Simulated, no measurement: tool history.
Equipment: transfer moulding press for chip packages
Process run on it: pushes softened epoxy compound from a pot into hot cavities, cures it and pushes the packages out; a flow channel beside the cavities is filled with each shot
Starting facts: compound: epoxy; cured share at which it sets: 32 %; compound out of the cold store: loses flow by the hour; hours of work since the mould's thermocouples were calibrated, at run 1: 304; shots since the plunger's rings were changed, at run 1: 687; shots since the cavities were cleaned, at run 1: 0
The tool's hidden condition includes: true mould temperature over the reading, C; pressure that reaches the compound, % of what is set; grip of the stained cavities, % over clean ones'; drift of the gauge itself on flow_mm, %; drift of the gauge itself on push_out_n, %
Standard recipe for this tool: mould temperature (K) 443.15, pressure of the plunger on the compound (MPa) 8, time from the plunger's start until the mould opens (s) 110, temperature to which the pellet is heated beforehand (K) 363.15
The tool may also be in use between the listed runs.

| run | day | mould temperature (K) | pressure of the plunger on the compound (MPa) | time from the plunger's start until the mould opens (s) | temperature to which the pellet is heated beforehand (K) | hours of work since the mould's thermocouples were calibrated | shots since the plunger's rings were changed | shots since the cavities were cleaned | incoming compound's hours out of the cold store | length that the compound runs in the flow channel (mm) | greatest force on the pins that push the packages out (N) |
|---|---|---|---|---|---|---|---|---|---|---|---|
| 1 | 0 | 443.15 | 8 | 110 | 363.15 | 304 | 687 | 0 | 21.6 | 969 | 226 |
| 2 | 0.55 | 443.15 | 9.19 | 110 | 363.15 | 311 | 808 | 121 | 47.4 | 926 | 259 |
| 3 | 1.475 | 443.15 | 8 | 110 | 363.15 | 323 | 1013 | 326 | 14.4 | 994 | 308 |
|  | 2.379 | cavities cleaned with cleaning compound and waxed |
| 4 | 2.812 | 443.15 | 8 | 110 | 363.15 | 339 | 1295 | 95 | 20.5 | 964 | 413 |
| 5 | 3.683 | 443.15 | 8 | 110 | 363.15 | 350 | 1488 | 288 | 42.7 | 877 | 417 |
|  | 4.758 | cavities cleaned with cleaning compound and waxed |
| 6 | 4.762 | 443.15 | 8 | 110 | 363.15 | 363 | 1712 | 0 | 26.7 | 928 | 223 |
| 7 | 5.717 | 445.15 | 8 | 110 | 363.15 | 375 | 1923 | 211 | 18.3 | 959 | 277 |
| 8 | 6.862 | 442.15 | 8 | 110 | 363.15 | 389 | 2177 | 465 | 36.3 | 892 | 349 |
|  | 7.138 | cavities cleaned with cleaning compound and waxed |
| 9 | 7.817 | 442.15 | 8 | 110 | 363.15 | 400 | 2374 | 150 | 23.8 | 939 | 291 |
| 10 | 8.779 | 442.15 | 8 | 110 | 363.15 | 413 | 2587 | 363 | 18.7 | 956 | 345 |
|  | 9.5 | cavities cleaned with cleaning compound and waxed |
| 11 | 9.671 | 443.15 | 8 | 110 | 363.15 | 423 | 2771 | 38 | 26.6 | 915 | 235 |
|  | 9.892 | cavities cleaned with cleaning compound and waxed, once more |
| 12 | 10.267 | 443.15 | 8 | 141 | 363.15 | 430 | 2888 | 83 | 23.5 | 931 | 203 |
| 13 | 11.125 | 443.15 | 8 | 141 | 363.15 | 441 | 3078 | 273 | 24.1 | 931 | 257 |
|  | 12.233 | cavities cleaned with cleaning compound and waxed |
| 14 | 12.233 | 443.15 | 8 | 141 | 363.15 | 454 | 3309 | 0 | 34.9 | 877 | 188 |
| 15 | 12.783 | 443.15 | 7.45 | 110 | 363.15 | 461 | 3431 | 122 | 37 | 837 | 253 |
| 16 | 13.788 | 443.15 | 7.45 | 110 | 363.15 | 473 | 3653 | 344 | 19.3 | 904 | 324 |
|  | 14.642 | cavities cleaned with cleaning compound and waxed |
| 17 | 15.038 | 443.15 | 8.21 | 148 | 363.15 | 488 | 3916 | 88 | 29.5 | 902 | 213 |
| 18 | 15.579 | 441.15 | 6.84 | 110 | 366.15 | 495 | 4035 | 207 | 34 | 811 | 292 |
| 19 | 16.433 | 446.15 | 6.61 | 138 | 367.15 | 506 | 4224 | 396 | 41.7 | 750 | 274 |
|  | 17.033 | cavities cleaned with cleaning compound and waxed |
| 20 | 17.062 | 443.15 | 8 | 120 | 357.15 | 513 | 4350 | 7 | 43.8 | 831 | 217 |
| 21 | 17.617 | 443.15 | 8 | 120 | 357.15 | 520 | 4473 | 130 | 22.8 | 910 | 257 |
| 22 | 18.229 | 443.15 | 8 | 120 | 357.15 | 528 | 4608 | 265 | 36.8 | 853 | 285 |
|  | 18.388 | plunger's sealing rings changed |
| 23 | 19.325 | 443.15 | 8 | 120 | 357.15 | 540 | 207 | 484 | 33.1 | 926 | 313 |
|  | 19.508 | cavities cleaned with cleaning compound and waxed |
| 24 | 20.079 | 443.15 | 8 | 120 | 357.15 | 549 | 360 | 126 | 16.2 | 994 | 241 |
| 25 | 20.942 | 443.15 | 8 | 120 | 357.15 | 560 | 551 | 317 | 18.7 | 985 | 298 |
|  | 21.871 | cavities cleaned with cleaning compound and waxed |
| 26 | 22.242 | 440.15 | 7.21 | 92 | 363.15 | 575 | 824 | 82 | 16.8 | 942 | 449 |
| 27 | 23.246 | 440.15 | 7.21 | 92 | 363.15 | 588 | 1046 | 304 | 11.9 | 966 | 578 |
| 28 | 23.842 | 446.15 | 6.03 | 110 | 363.15 | 596 | 1178 | 436 | 35.5 | 775 | 291 |
|  | 24.217 | cavities cleaned with cleaning compound and waxed |
| 29 | 25.121 | 446.15 | 6.03 | 110 | 363.15 | 611 | 1447 | 200 | 35.9 | 769 | 244 |

Here are 3 independent what-if runs from the current tool condition. What would each one return?
| A | 25.679 | 440.15 | 8 | 95 | 363.15 | 618 | 1571 | 324 | 36.3 | ? | ? |
| B | 25.679 | 446.15 | 8.45 | 109 | 363.15 | 618 | 1571 | 324 | 14.5 | ? | ? |
| C | 25.679 | 446.15 | 7.49 | 110 | 363.15 | 618 | 1571 | 324 | 46.9 | ? | ? |

| run | length that the compound runs in the flow channel (mm) | greatest force on the pins that push the packages out (N) |
|---|---|---|
| A | 907 | 506 |
| B | 1005 | 288 |
| C | 816 | 287 |
Stripped of hidden state, with their random variation kept, the same runs would have yielded:
| run | length that the compound runs in the flow channel (mm) | greatest force on the pins that push the packages out (N) |
|---|---|---|
| A | 931 | 360 |
| B | 1032 | 202 |
| C | 837 | 203 |
